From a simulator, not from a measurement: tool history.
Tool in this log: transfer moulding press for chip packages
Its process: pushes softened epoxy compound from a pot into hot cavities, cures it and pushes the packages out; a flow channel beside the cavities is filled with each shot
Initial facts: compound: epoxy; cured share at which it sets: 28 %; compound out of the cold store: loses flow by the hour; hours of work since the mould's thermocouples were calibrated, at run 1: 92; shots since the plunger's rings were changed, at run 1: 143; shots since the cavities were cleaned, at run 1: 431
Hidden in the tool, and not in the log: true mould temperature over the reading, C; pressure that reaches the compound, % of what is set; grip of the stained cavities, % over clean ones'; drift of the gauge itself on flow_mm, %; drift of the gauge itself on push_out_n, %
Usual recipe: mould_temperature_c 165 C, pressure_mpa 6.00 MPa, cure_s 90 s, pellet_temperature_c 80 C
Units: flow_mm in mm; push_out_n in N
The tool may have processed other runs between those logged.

| run | hour | mould_temperature_c | pressure_mpa | cure_s | pellet_temperature_c | hours of work since the mould's thermocouples were calibrated | shots since the plunger's rings were changed | shots since the cavities were cleaned | incoming compound's hours out of the cold store | flow_mm | push_out_n |
|---|---|---|---|---|---|---|---|---|---|---|---|
| 1 | 0.0 | 165 | 6.00 | 90 | 80 | 92 | 143 | 431 | 30.8 | 596 | 258 |
|  | 14.7 | cavities cleaned with cleaning compound and waxed |
| 2 | 14.7 | 165 | 5.92 | 90 | 80 | 101 | 312 | 0 | 35.7 | 576 | 196 |
| 3 | 32.1 | 165 | 5.92 | 90 | 80 | 113 | 535 | 223 | 22.3 | 624 | 243 |
| 4 | 44.7 | 165 | 5.92 | 90 | 80 | 122 | 697 | 385 | 42.3 | 540 | 249 |
|  | 62.3 | cavities cleaned with cleaning compound and waxed |
| 5 | 64.2 | 165 | 5.92 | 90 | 80 | 135 | 928 | 24 | 46.9 | 529 | 190 |
| 6 | 91.5 | 165 | 5.92 | 130 | 80 | 154 | 1277 | 373 | 47.6 | 518 | 213 |
|  | 109.4 | cavities cleaned with cleaning compound and waxed |
| 7 | 109.8 | 165 | 6.58 | 90 | 80 | 166 | 1493 | 6 | 16.5 | 679 | 199 |
| 8 | 136.4 | 165 | 6.00 | 90 | 80 | 185 | 1834 | 347 | 31.2 | 580 | 240 |
|  | 156.6 | cavities cleaned with cleaning compound and waxed |
| 9 | 159.5 | 165 | 6.00 | 74 | 80 | 200 | 2110 | 37 | 42.0 | 526 | 270 |
| 10 | 182.6 | 165 | 6.00 | 74 | 80 | 216 | 2406 | 333 | 38.0 | 536 | 332 |
|  | 205.3 | cavities cleaned with cleaning compound and waxed |
| 11 | 207.7 | 165 | 6.00 | 74 | 80 | 233 | 2708 | 30 | 33.9 | 563 | 274 |
| 12 | 224.2 | 165 | 6.00 | 74 | 80 | 244 | 2920 | 242 | 27.0 | 583 | 322 |
| 13 | 250.1 | 165 | 6.00 | 74 | 80 | 262 | 3251 | 573 | 30.1 | 564 | 367 |
|  | 253.7 | cavities cleaned with cleaning compound and waxed |
| 14 | 266.2 | 165 | 6.00 | 74 | 80 | 273 | 3438 | 159 | 36.4 | 540 | 304 |
|  | 291.7 | plunger's sealing rings changed |
| 15 | 293.3 | 163 | 6.00 | 90 | 85 | 290 | 21 | 475 | 31.3 | 600 | 285 |
|  | 303.3 | cavities cleaned with cleaning compound and waxed |
| 16 | 315.9 | 164 | 6.00 | 130 | 85 | 305 | 291 | 162 | 37.7 | 569 | 178 |
| 17 | 341.7 | 165 | 5.84 | 90 | 72 | 323 | 622 | 493 | 19.0 | 640 | 257 |
|  | 350.2 | cavities cleaned with cleaning compound and waxed |
| 18 | 364.6 | 165 | 5.84 | 90 | 72 | 338 | 896 | 184 | 32.3 | 574 | 219 |
| 19 | 387.9 | 165 | 5.91 | 90 | 83 | 354 | 1195 | 483 | 40.5 | 536 | 240 |
|  | 397.4 | cavities cleaned with cleaning compound and waxed |
| 20 | 416.4 | 163 | 4.56 | 82 | 78 | 373 | 1540 | 243 | 30.3 | 509 | 308 |
| 21 | 441.0 | 163 | 4.56 | 82 | 78 | 391 | 1856 | 559 | 26.4 | 526 | 317 |
|  | 444.0 | cavities cleaned with cleaning compound and waxed |
| 22 | 462.2 | 163 | 5.53 | 90 | 80 | 405 | 2107 | 232 | 12.8 | 625 | 250 |
| 23 | 475.2 | 165 | 4.71 | 112 | 80 | 414 | 2274 | 399 | 15.2 | 563 | 213 |
|  | 491.0 | cavities cleaned with cleaning compound and waxed |
| 24 | 495.9 | 165 | 5.61 | 90 | 82 | 427 | 2521 | 64 | 36.4 | 528 | 211 |
| 25 | 515.2 | 172 | 5.61 | 123 | 84 | 441 | 2768 | 311 | 48.0 | 478 | 217 |
| 26 | 529.4 | 170 | 7.46 | 105 | 73 | 451 | 2950 | 493 | 28.4 | 622 | 215 |
|  | 538.7 | cavities cleaned with cleaning compound and waxed |
| 27 | 554.1 | 170 | 7.46 | 105 | 73 | 467 | 3247 | 197 | 41.4 | 571 | 194 |
| 28 | 579.4 | 165 | 6.00 | 78 | 76 | 485 | 3571 | 521 | 43.2 | 510 | 297 |

Predict each of these 3 candidate next runs independently; none follows another, all start after run 28:
|  | 585.5 | cavities cleaned with cleaning compound and waxed |
|  | 595.6 | plunger's sealing rings changed |
| A | 610.3 | 159 | 6.54 | 90 | 77 | 504 | 188 | 286 | 47.7 | ? | ? |
|  | 585.5 | cavities cleaned with cleaning compound and waxed |
|  | 595.6 | plunger's sealing rings changed |
| B | 610.3 | 170 | 6.00 | 85 | 75 | 504 | 188 | 286 | 9.3 | ? | ? |
|  | 585.5 | cavities cleaned with cleaning compound and waxed |
|  | 595.6 | plunger's sealing rings changed |
| C | 610.3 | 161 | 5.93 | 76 | 80 | 504 | 188 | 286 | 18.8 | ? | ? |

| run | flow_mm | push_out_n |
|---|---|---|
| A | 565 | 306 |
| B | 684 | 212 |
| C | 656 | 425 |
The same runs, with their run-to-run variation unchanged, on a tool lacking any hidden condition would have given:
| run | flow_mm | push_out_n |
|---|---|---|
| A | 571 | 277 |
| B | 690 | 180 |
| C | 663 | 388 |
